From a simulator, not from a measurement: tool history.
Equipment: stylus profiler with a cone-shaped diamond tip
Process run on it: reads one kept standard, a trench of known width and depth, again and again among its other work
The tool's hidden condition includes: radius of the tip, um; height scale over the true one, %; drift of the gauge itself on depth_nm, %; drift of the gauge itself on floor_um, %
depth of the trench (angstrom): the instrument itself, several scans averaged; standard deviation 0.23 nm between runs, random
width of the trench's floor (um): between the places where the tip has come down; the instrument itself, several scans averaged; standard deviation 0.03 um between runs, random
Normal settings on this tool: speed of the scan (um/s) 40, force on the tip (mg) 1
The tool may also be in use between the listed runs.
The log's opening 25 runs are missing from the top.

run,hour,speed of the scan (um/s),force on the tip (mg),scans with this tip,hours of work since the height scale was calibrated,depth of the trench (angstrom),width of the trench's floor (um)
26,1491.4,60,0.95,4970,300,10099.5,93.59
27,1552.6,20,0.42,5551,345,10064.2,93.69
28,1588,20,0.42,5887,371,10066.6,93.62
29,1670.6,12,1.27,6672,432,10122.1,93.64
30,1736.3,17,0.73,7296,480,10087.5,93.35
31,1791,17,0.73,7816,520,10091,93.19
32,1873.6,78,0.4,8601,581,10066.8,92.04
33,1943.8,54,1,9268,632,10113.5,92.39
34,1979.5,37,1.86,9607,658,10156.6,92.63
35,2034.6,37,1.86,10131,699,10159.3,92.51
36,2086.1,16,0.76,10620,737,10097.6,92.43
37,2169.1,16,1.1,11408,798,10120.8,92.26
# hour 2190.7: new tip fitted, height scale calibrated
38,2217.2,19,0.36,252,19,10047.2,95.55
39,2290.8,137,2.02,952,74,10146.2,94.68
40,2367.3,74,0.61,1679,130,10067,94.43
41,2443.5,74,0.61,2403,186,10069.3,94.19
42,2477.5,74,1.07,2725,211,10100.8,94.26
43,2550.2,24,0.57,3416,264,10066,94.44

Branching from run 43: 4 alternative next runs. What would each branch give?
A,2590.8,40,0.36,3802,294,?,?
B,2590.8,16,0.33,3802,294,?,?
C,2590.8,88,1.13,3802,294,?,?
D,2590.8,44,2.35,3802,294,?,?

run,depth of the trench (angstrom),width of the trench's floor (um)
A,10054.4,93.93
B,10054.5,94.33
C,10105.6,93.77
D,10174.1,94.3
Had the tool no hidden state, the same runs would have come out as:
run,depth of the trench (angstrom),width of the trench's floor (um)
A,10046.4,95.38
B,10046.5,95.78
C,10097.6,95.21
D,10166,95.75
